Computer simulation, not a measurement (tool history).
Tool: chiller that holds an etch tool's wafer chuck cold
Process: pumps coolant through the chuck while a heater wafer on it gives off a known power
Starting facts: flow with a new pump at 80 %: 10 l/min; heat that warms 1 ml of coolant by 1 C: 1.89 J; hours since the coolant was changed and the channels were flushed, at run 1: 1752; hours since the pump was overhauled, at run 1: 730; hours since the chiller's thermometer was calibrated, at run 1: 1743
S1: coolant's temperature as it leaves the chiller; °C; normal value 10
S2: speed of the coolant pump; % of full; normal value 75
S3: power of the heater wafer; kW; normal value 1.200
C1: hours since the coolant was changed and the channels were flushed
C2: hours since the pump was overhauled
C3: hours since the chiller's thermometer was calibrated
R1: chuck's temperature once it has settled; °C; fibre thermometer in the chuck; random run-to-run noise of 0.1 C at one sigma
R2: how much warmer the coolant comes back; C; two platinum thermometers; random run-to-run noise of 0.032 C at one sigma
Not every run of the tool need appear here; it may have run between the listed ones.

run,hour,S1,S2,S3,C1,C2,C3,R1,R2
1,0.0,10,75,1.200,1752,730,1743,18.8,4.15
2,42.0,10,75,1.200,1794,772,1785,18.9,4.11
3,76.0,10,75,1.200,1828,806,1819,18.9,4.15
4,104.0,10,75,1.200,1856,834,1847,18.8,4.14
5,147.6,8,75,1.200,1899,878,1890,16.9,4.15
6,167.7,8,75,1.200,1919,898,1911,16.9,4.15
7,201.1,8,75,1.200,1953,931,1944,16.9,4.08
8,232.5,8,75,1.200,1984,963,1975,17.0,4.20
9,268.5,0,76,0.752,2020,999,2011,5.7,2.56
10,312.1,15,75,1.685,2064,1042,2055,27.4,5.80
11,347.2,1,62,1.685,2099,1078,2090,15.4,7.03
12,375.9,14,75,1.200,2128,1106,2119,23.1,4.13
13,398.8,14,75,1.200,2151,1129,2142,23.0,4.15
14,424.5,14,75,1.360,2176,1155,2167,24.0,4.68

Alternative continuations, all from the tool just after run 14; predict every row:
A,459.2,10,79,1.452,2211,1190,2202,?,?
B,459.2,14,71,1.360,2211,1190,2202,?,?
C,459.2,2,75,1.360,2211,1190,2202,?,?
D,459.2,0,75,1.200,2211,1190,2202,?,?

run,R1,R2
A,20.5,4.81
B,24.5,4.94
C,12.1,4.73
D,9.1,4.20
What these runs would have given with no unlogged condition in the tool:
run,R1,R2
A,19.7,4.72
B,23.7,4.84
C,11.3,4.64
D,8.3,4.12

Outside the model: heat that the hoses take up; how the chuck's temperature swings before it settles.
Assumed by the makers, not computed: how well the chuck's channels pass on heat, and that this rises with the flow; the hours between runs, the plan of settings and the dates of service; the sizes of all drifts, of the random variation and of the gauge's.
